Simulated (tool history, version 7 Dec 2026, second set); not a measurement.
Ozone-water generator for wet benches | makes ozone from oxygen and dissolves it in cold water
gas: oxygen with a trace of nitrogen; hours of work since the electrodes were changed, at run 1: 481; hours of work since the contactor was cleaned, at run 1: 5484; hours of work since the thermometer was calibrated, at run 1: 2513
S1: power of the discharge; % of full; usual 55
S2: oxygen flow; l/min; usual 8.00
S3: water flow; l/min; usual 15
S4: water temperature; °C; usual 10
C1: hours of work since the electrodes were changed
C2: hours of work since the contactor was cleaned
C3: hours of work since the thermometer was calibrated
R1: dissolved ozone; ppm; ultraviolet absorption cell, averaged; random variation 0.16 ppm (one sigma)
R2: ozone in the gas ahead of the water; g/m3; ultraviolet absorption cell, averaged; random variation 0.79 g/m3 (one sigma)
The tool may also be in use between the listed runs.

run 1 hour=0.0 | S1=55 S2=8.00 S3=15 S4=10 | C1=481 C2=5484 C3=2513 | R1=20.6 R2=120.2
run 2 hour=138.4 | S1=55 S2=8.00 S3=15 S4=5 | C1=567 C2=5569 C3=2599 | R1=22.4 R2=121.7
run 3 hour=237.1 | S1=55 S2=8.00 S3=15 S4=5 | C1=628 C2=5630 C3=2660 | R1=22.4 R2=120.8
run 4 hour=423.9 | S1=55 S2=8.00 S3=15 S4=10 | C1=744 C2=5746 C3=2776 | R1=20.5 R2=119.0
run 5 hour=535.7 | S1=55 S2=8.00 S3=15 S4=10 | C1=813 C2=5815 C3=2845 | R1=20.4 R2=120.7
run 6 hour=676.6 | S1=78 S2=8.00 S3=15 S4=10 | C1=900 C2=5902 C3=2932 | R1=26.5 R2=154.9
-- hour=773.7 water thermometer calibrated
run 7 hour=864.4 | S1=78 S2=8.00 S3=15 S4=10 | C1=1016 C2=6018 C3=56 | R1=26.4 R2=153.9
run 8 hour=996.7 | S1=78 S2=8.00 S3=15 S4=10 | C1=1098 C2=6100 C3=138 | R1=26.1 R2=154.9
run 9 hour=1181.3 | S1=63 S2=13.97 S3=13 S4=10 | C1=1212 C2=6214 C3=252 | R1=23.4 R2=101.2
-- hour=1236.5 contactor cleaned
run 10 hour=1261.3 | S1=93 S2=8.00 S3=13 S4=7 | C1=1259 C2=15 C3=299 | R1=35.9 R2=174.9
run 11 hour=1363.0 | S1=44 S2=8.00 S3=15 S4=18 | C1=1322 C2=78 C3=362 | R1=15.5 R2=100.8
run 12 hour=1547.1 | S1=56 S2=4.83 S3=15 S4=10 | C1=1436 C2=192 C3=476 | R1=21.0 R2=151.7
run 13 hour=1655.2 | S1=54 S2=4.67 S3=13 S4=7 | C1=1503 C2=259 C3=543 | R1=23.7 R2=150.1
run 14 hour=1834.7 | S1=55 S2=4.46 S3=15 S4=10 | C1=1614 C2=370 C3=654 | R1=20.2 R2=154.9
run 15 hour=2021.7 | S1=54 S2=6.49 S3=15 S4=7 | C1=1729 C2=486 C3=770 | R1=21.8 R2=129.1

4 ways to go on from here, each from the tool as it stands after run 15. What would each give?
run A hour=2127.4 | S1=54 S2=6.49 S3=15 S4=13 | C1=1795 C2=551 C3=835 | R1=? R2=?
run B hour=2127.4 | S1=65 S2=8.00 S3=15 S4=10 | C1=1795 C2=551 C3=835 | R1=? R2=?
run C hour=2127.4 | S1=87 S2=12.80 S3=15 S4=10 | C1=1795 C2=551 C3=835 | R1=? R2=?
run D hour=2127.4 | S1=42 S2=8.00 S3=15 S4=10 | C1=1795 C2=551 C3=835 | R1=? R2=?

run=A R1=19.4 R2=128.7
run=B R1=23.9 R2=135.9
run=C R1=28.0 R2=135.0
run=D R1=17.2 R2=97.3
Without the tool's hidden state the same runs would have given:
run=A R1=20.0 R2=131.2
run=B R1=24.6 R2=138.9
run=C R1=29.0 R2=138.6
run=D R1=17.6 R2=98.8
